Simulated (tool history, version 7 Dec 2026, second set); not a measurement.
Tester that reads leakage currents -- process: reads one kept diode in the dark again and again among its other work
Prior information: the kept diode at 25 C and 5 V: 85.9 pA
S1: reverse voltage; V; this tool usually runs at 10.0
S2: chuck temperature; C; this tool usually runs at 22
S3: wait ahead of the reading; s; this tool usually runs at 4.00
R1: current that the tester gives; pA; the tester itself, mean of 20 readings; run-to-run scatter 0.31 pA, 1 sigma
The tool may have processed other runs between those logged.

{"run": 1, "hour": 0.0, "S1": 10.0, "S2": 22, "S3": 4.0, "R1": 120.38}
{"run": 2, "hour": 39.9, "S1": 10.0, "S2": 22, "S3": 4.0, "R1": 121.42}
{"run": 3, "hour": 64.7, "S1": 10.0, "S2": 22, "S3": 4.0, "R1": 121.23}
{"run": 4, "hour": 106.4, "S1": 10.0, "S2": 22, "S3": 4.0, "R1": 122.3}
{"run": 5, "hour": 144.4, "S1": 1.3, "S2": 22, "S3": 4.0, "R1": 36.59}
{"run": 6, "hour": 192.3, "S1": 1.3, "S2": 22, "S3": 4.0, "R1": 36.5}
{"run": 7, "hour": 235.2, "S1": 1.3, "S2": 22, "S3": 4.0, "R1": 36.43}
{"run": 8, "hour": 262.8, "S1": 7.2, "S2": 33, "S3": 0.37, "R1": 229.97}
{"hour": 269.5, "done": "probe card cleaned and baked"}
{"run": 9, "hour": 291.1, "S1": 1.5, "S2": 28, "S3": 5.84, "R1": 62.85}
{"run": 10, "hour": 326.7, "S1": 1.5, "S2": 28, "S3": 1.58, "R1": 63.44}
{"run": 11, "hour": 346.4, "S1": 14.9, "S2": 50, "S3": 0.32, "R1": 1093.72}
{"run": 12, "hour": 375.4, "S1": 14.9, "S2": 50, "S3": 0.32, "R1": 1097.57}
{"run": 13, "hour": 415.5, "S1": 1.9, "S2": 34, "S3": 9.27, "R1": 111.31}
{"run": 14, "hour": 437.2, "S1": 2.8, "S2": 22, "S3": 2.5, "R1": 58.81}

Predict each of these 3 candidate next runs independently; none follows another, all start after run 14:
{"run": "A", "hour": 482.9, "S1": 9.5, "S2": 52, "S3": 1.19, "R1": "?"}
{"run": "B", "hour": 482.9, "S1": 4.6, "S2": 22, "S3": 4.0, "R1": "?"}
{"run": "C", "hour": 482.9, "S1": 1.5, "S2": 22, "S3": 1.55, "R1": "?"}

run=A R1=947.14
run=B R1=80.18
run=C R1=40.86
Stripped of hidden state, with their random variation kept, the same runs would have yielded:
run=A R1=837.45
run=B R1=65.90
run=C R1=34.36

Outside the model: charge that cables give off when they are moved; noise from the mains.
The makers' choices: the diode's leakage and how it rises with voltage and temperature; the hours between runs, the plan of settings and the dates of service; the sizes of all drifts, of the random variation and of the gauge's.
